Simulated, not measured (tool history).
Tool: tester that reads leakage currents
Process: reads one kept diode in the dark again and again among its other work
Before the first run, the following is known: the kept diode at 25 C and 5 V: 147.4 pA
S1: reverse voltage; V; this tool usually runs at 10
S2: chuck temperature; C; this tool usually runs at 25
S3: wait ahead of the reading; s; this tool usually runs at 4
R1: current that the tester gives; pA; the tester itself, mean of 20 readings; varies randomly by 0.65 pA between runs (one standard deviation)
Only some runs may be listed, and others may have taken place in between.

Run 1, hour 0: usual settings. Result: R1 233.78 pA.
Run 2, hour 226.7: usual settings. Result: R1 239.3 pA.
Run 3, hour 437: usual settings. Result: R1 244.37 pA.
Run 4, hour 565.9: usual settings. Result: R1 246.66 pA.
Run 5, hour 699.4: usual settings but S3 1.65 s. Result: R1 250.97 pA.
Run 6, hour 824.4: usual settings but S2 58 C. Result: R1 3070.24 pA.
Run 7, hour 1051.3: usual settings but S2 57 C. Result: R1 2910.25 pA.
At hour 1072.9: tester calibrated.
Run 8, hour 1190.3: usual settings but S3 1.48 s. Result: R1 261.44 pA.
Run 9, hour 1433.4: usual settings but S3 1.48 s. Result: R1 269.21 pA.
Run 10, hour 1677.9: usual settings but S3 3.63 s. Result: R1 275.4 pA.
At hour 1804.7: probe card cleaned and baked.
Run 11, hour 1839.1: usual settings but S3 3.63 s. Result: R1 255.84 pA.
At hour 1901.3: chuck's temperature calibrated.
Run 12, hour 2011.3: usual settings but S3 3.63 s. Result: R1 225.49 pA.
Run 13, hour 2129.7: usual settings. Result: R1 228.37 pA.
Run 14, hour 2255.4: usual settings but S3 0.55 s. Result: R1 234.81 pA.
Run 15, hour 2384.1: usual settings but S2 60 C. Result: R1 3442.84 pA.
Run 16, hour 2523.1: usual settings but S2 60 C. Result: R1 3501.79 pA.
At hour 2682.5: tester calibrated, once more.
Run 17, hour 2713.1: usual settings but S1 2.8 V, S2 57 C, S3 1.98 s. Result: R1 1406.17 pA.
Run 18, hour 2834.4: usual settings but S1 2.8 V, S2 57 C, S3 1.98 s. Result: R1 1419.42 pA.
Run 19, hour 3085.3: usual settings but S1 2.8 V, S2 57 C, S3 1.98 s. Result: R1 1450.17 pA.
Run 20, hour 3236: usual settings but S1 4 V, S3 0.42 s. Result: R1 152.63 pA.
Run 21, hour 3373.9: usual settings but S1 2.7 V, S2 55 C. Result: R1 1260.29 pA.
Run 22, hour 3522.8: usual settings but S1 14.3 V, S2 57 C, S3 0.76 s. Result: R1 3656.41 pA.
Run 23, hour 3722.1: usual settings but S1 2 V, S2 57 C, S3 0.76 s. Result: R1 1258 pA.
At hour 3808.3: chuck's temperature calibrated.
Run 24, hour 3872.3: usual settings but S1 2 V, S2 57 C, S3 0.76 s. Result: R1 1127.96 pA.
Run 25, hour 4029.6: usual settings but S1 5 V, S2 26 C, S3 1.5 s. Result: R1 173.84 pA.

Consider 5 possible next runs. They are alternatives, not a sequence: every one starts from the tool as it was left by run 25. What does each give?
Run A, hour 4197.3: usual settings but S1 9.2 V, S2 32 C, S3 1.5 s. Result: R1 ?.
Run B, hour 4197.3: usual settings but S1 11.8 V. Result: R1 ?.
Run C, hour 4197.3: usual settings but S1 8.7 V, S2 38 C, S3 3.99 s. Result: R1 ?.
Run D, hour 4197.3: usual settings but S1 10.5 V, S2 38 C, S3 5.64 s. Result: R1 ?.
Run E, hour 4197.3: usual settings but S2 49 C. Result: R1 ?.

run       R1
  A   406.69
  B   264.94
  C   636.16
  D   706.87
  E  1585.71
Stripped of hidden state, with their random variation kept, the same runs would have yielded:
run       R1
  A   373.66
  B   237.47
  C   590.84
  D   655.74
  E  1488.82
